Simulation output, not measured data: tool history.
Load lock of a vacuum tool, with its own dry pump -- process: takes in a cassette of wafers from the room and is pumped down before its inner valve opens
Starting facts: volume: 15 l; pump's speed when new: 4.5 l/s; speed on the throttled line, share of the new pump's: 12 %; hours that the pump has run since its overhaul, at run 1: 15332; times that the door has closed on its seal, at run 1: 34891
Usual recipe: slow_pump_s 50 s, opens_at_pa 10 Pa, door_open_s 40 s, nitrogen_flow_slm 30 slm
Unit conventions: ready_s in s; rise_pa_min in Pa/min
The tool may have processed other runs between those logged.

run	hour	slow_pump_s	opens_at_pa	door_open_s	nitrogen_flow_slm	hours that the pump has run since its overhaul	times that the door has closed on its seal	incoming humidity of the room's air, %	ready_s	rise_pa_min
1	0.0	50	10	40	30	15332	34891	41.3	74.9	0.047
2	235.4	50	10	40	30	15568	35658	43.0	74.5	0.046
3	407.1	50	10	40	30	15740	36218	44.3	74.4	0.043
4	703.5	50	10	228	30	16036	37184	49.2	75.0	0.132
5	887.4	40	10	40	30	16220	37784	44.4	66.0	0.053
6	1115.0	40	10	40	30	16447	38525	44.2	65.9	0.053
7	1289.4	40	10	40	30	16622	39094	45.9	66.6	0.051
8	1565.1	40	10	40	30	16898	39993	43.9	65.9	0.050

Expected results for the next run?
9	1842.4	40	10	40	30	17175	40897	45.1	?	?

Run 9 measured ready_s 65.5 s, rise_pa_min 0.049 Pa/min.
Minus the tool's unlogged condition, the same run would have read ready_s 65.4 s, rise_pa_min 0.048 Pa/min.
